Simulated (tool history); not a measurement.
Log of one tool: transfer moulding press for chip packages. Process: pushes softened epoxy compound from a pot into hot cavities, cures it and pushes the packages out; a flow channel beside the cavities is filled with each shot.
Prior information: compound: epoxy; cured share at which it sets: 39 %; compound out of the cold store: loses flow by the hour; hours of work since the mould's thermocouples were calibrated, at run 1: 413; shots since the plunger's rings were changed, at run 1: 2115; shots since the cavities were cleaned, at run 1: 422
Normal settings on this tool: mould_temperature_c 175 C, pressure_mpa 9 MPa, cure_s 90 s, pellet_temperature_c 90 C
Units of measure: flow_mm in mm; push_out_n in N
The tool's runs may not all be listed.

| run | hour | mould_temperature_c | pressure_mpa | cure_s | pellet_temperature_c | hours of work since the mould's thermocouples were calibrated | shots since the plunger's rings were changed | shots since the cavities were cleaned | incoming compound's hours out of the cold store | flow_mm | push_out_n |
|---|---|---|---|---|---|---|---|---|---|---|---|
| 1 | 0 | 175 | 9 | 90 | 90 | 413 | 2115 | 422 | 39.7 | 708 | 757 |
| 2 | 21.8 | 175 | 9 | 90 | 90 | 429 | 2442 | 749 | 32.4 | 727 | 877 |
|  | 38.7 | plunger's sealing rings changed |
|  | 51.4 | cavities cleaned with cleaning compound and waxed |
| 3 | 62.1 | 175 | 9 | 116 | 90 | 456 | 328 | 159 | 47.2 | 699 | 493 |
| 4 | 85.3 | 175 | 9 | 116 | 90 | 474 | 677 | 508 | 23.3 | 777 | 576 |
| 5 | 102.9 | 178 | 9 | 90 | 90 | 487 | 940 | 771 | 8.9 | 813 | 744 |
|  | 129.1 | cavities cleaned with cleaning compound and waxed |
| 6 | 141.7 | 175 | 9 | 81 | 90 | 515 | 1500 | 188 | 30.4 | 747 | 854 |
| 7 | 178.5 | 170 | 10.49 | 114 | 84 | 542 | 2053 | 741 | 10 | 912 | 869 |
| 8 | 195.4 | 170 | 10.49 | 88 | 84 | 555 | 2305 | 993 | 28.6 | 833 | 1419 |
|  | 206.4 | cavities cleaned with cleaning compound and waxed |
|  | 223.9 | plunger's sealing rings changed |
| 9 | 224.2 | 180 | 9.41 | 88 | 84 | 573 | 3 | 228 | 24.7 | 764 | 578 |
| 10 | 251.9 | 180 | 9.41 | 88 | 84 | 594 | 419 | 644 | 8.6 | 823 | 699 |
|  | 287.5 | cavities cleaned with cleaning compound and waxed |
| 11 | 291.1 | 175 | 9 | 90 | 80 | 622 | 985 | 55 | 31.3 | 745 | 665 |

3 ways to go on from here, each from the tool as it stands after run 11. What would each give?
| A | 317.2 | 171 | 9 | 129 | 80 | 641 | 1376 | 446 | 43.6 | ? | ? |
| B | 317.2 | 175 | 9.4 | 128 | 92 | 641 | 1376 | 446 | 14.3 | ? | ? |
| C | 317.2 | 180 | 9 | 90 | 90 | 641 | 1376 | 446 | 32.4 | ? | ? |

| run | flow_mm | push_out_n |
|---|---|---|
| A | 725 | 614 |
| B | 820 | 570 |
| C | 712 | 605 |
Without the tool's hidden state the same runs would have given:
| run | flow_mm | push_out_n |
|---|---|---|
| A | 734 | 465 |
| B | 830 | 441 |
| C | 721 | 458 |
